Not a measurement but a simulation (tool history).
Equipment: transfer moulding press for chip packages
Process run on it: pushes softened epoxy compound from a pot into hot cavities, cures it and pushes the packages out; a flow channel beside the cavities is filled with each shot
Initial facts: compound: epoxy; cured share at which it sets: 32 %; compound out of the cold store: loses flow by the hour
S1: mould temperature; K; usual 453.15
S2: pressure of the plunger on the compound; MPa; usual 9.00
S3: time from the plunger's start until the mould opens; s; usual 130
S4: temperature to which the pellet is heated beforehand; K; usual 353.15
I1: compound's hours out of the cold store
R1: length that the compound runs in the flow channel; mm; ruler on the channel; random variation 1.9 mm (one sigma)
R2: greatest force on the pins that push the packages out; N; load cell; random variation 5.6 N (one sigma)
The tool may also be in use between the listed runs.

| run | hour | S1 | S2 | S3 | S4 | I1 | R1 | R2 |
|---|---|---|---|---|---|---|---|---|
| 1 | 0.0 | 453.15 | 9.00 | 130 | 353.15 | 25.3 | 950 | 347 |
| 2 | 3.8 | 453.15 | 9.00 | 130 | 353.15 | 37.2 | 924 | 350 |
| 3 | 12.4 | 453.15 | 9.00 | 130 | 353.15 | 10.1 | 980 | 372 |
| 4 | 16.6 | 453.15 | 10.74 | 130 | 353.15 | 8.1 | 1074 | 375 |
|  | 21.8 | cavities cleaned with cleaning compound and waxed |
| 5 | 23.7 | 453.15 | 10.74 | 130 | 353.15 | 22.5 | 1038 | 284 |
| 6 | 30.0 | 446.15 | 9.00 | 130 | 353.15 | 22.4 | 979 | 428 |
| 7 | 33.7 | 446.15 | 9.00 | 130 | 353.15 | 14.0 | 998 | 446 |
| 8 | 37.5 | 446.15 | 9.00 | 130 | 353.15 | 32.2 | 953 | 440 |
| 9 | 45.7 | 453.15 | 9.00 | 130 | 353.15 | 24.4 | 941 | 357 |
| 10 | 54.0 | 452.15 | 9.00 | 130 | 353.15 | 15.2 | 964 | 374 |
| 11 | 62.5 | 452.15 | 9.00 | 130 | 353.15 | 30.0 | 931 | 393 |
|  | 64.5 | cavities cleaned with cleaning compound and waxed |
| 12 | 68.2 | 452.15 | 9.00 | 130 | 353.15 | 34.5 | 925 | 291 |
| 13 | 75.2 | 453.15 | 8.38 | 130 | 353.15 | 19.0 | 916 | 320 |
| 14 | 82.5 | 453.15 | 9.00 | 130 | 353.15 | 35.5 | 917 | 339 |
| 15 | 88.1 | 453.15 | 9.00 | 130 | 353.15 | 11.3 | 961 | 358 |
| 16 | 95.2 | 453.15 | 9.00 | 144 | 353.15 | 32.0 | 920 | 338 |

What will run 17 give?
| 17 | 99.4 | 449.15 | 7.99 | 137 | 346.15 | 44.4 | ? | ? |

{"run 17": {"R1": 855, "R2": 397}}
The same run, on a tool lacking any hidden state, would have yielded R1 873 mm, R2 285 N.
